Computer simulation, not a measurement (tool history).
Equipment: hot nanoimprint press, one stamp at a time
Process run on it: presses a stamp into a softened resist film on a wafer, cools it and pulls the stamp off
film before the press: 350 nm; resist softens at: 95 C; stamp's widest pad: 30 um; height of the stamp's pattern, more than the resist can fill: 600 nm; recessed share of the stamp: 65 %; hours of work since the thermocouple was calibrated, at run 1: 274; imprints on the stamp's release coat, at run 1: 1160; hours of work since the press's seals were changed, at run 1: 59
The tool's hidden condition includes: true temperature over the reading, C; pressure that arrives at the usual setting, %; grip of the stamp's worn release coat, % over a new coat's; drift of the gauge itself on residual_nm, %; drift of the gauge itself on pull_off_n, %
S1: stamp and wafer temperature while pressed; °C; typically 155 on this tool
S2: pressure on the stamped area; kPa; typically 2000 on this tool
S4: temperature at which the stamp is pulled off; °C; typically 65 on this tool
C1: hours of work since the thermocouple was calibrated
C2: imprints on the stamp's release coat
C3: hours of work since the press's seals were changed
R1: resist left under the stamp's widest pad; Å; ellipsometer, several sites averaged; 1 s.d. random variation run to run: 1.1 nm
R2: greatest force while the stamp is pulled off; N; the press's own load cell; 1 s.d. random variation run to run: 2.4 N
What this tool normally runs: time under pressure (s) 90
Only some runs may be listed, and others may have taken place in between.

{"run": 1, "hour": 0.0, "S1": 155, "S2": 2000, "time under pressure (s)": 90, "S4": 65, "C1": 274, "C2": 1160, "C3": 59, "R1": 2183, "R2": 240}
{"hour": 16.7, "done": "stamp cleaned and given a new release coat"}
{"run": 2, "hour": 16.7, "S1": 155, "S2": 2000, "time under pressure (s)": 90, "S4": 65, "C1": 282, "C2": 0, "C3": 67, "R1": 2191, "R2": 205}
{"run": 3, "hour": 28.7, "S1": 155, "S2": 2000, "time under pressure (s)": 90, "S4": 65, "C1": 291, "C2": 42, "C3": 76, "R1": 2183, "R2": 204}
{"run": 4, "hour": 41.4, "S1": 155, "S2": 2230, "time under pressure (s)": 90, "S4": 65, "C1": 301, "C2": 87, "C3": 85, "R1": 2077, "R2": 208}
{"run": 5, "hour": 54.7, "S1": 155, "S2": 2380, "time under pressure (s)": 90, "S4": 65, "C1": 310, "C2": 133, "C3": 95, "R1": 2022, "R2": 206}
{"run": 6, "hour": 63.5, "S1": 155, "S2": 2000, "time under pressure (s)": 63, "S4": 65, "C1": 317, "C2": 164, "C3": 101, "R1": 2403, "R2": 209}
{"run": 7, "hour": 70.4, "S1": 155, "S2": 2000, "time under pressure (s)": 63, "S4": 65, "C1": 322, "C2": 188, "C3": 106, "R1": 2393, "R2": 206}
{"run": 8, "hour": 81.3, "S1": 155, "S2": 2000, "time under pressure (s)": 63, "S4": 65, "C1": 330, "C2": 226, "C3": 114, "R1": 2408, "R2": 206}
{"run": 9, "hour": 92.7, "S1": 155, "S2": 2000, "time under pressure (s)": 63, "S4": 65, "C1": 339, "C2": 266, "C3": 123, "R1": 2403, "R2": 213}
{"run": 10, "hour": 103.0, "S1": 155, "S2": 2000, "time under pressure (s)": 90, "S4": 51, "C1": 346, "C2": 302, "C3": 131, "R1": 2211, "R2": 263}
{"run": 11, "hour": 114.3, "S1": 155, "S2": 2000, "time under pressure (s)": 90, "S4": 51, "C1": 354, "C2": 342, "C3": 139, "R1": 2209, "R2": 268}
{"run": 12, "hour": 128.1, "S1": 144, "S2": 2000, "time under pressure (s)": 90, "S4": 65, "C1": 365, "C2": 390, "C3": 149, "R1": 3124, "R2": 211}
{"run": 13, "hour": 138.4, "S1": 155, "S2": 2000, "time under pressure (s)": 46, "S4": 65, "C1": 372, "C2": 426, "C3": 157, "R1": 2605, "R2": 220}

Predict the results of run 14:
{"run": 14, "hour": 149.4, "S1": 154, "S2": 2000, "time under pressure (s)": 90, "S4": 65, "C1": 380, "C2": 464, "C3": 165, "R1": "?", "R2": "?"}

{"run 14": {"R1": 2319, "R2": 219}}
Had the tool carried no hidden state, the very same run would have given R1 2171 Å, R2 199 N.
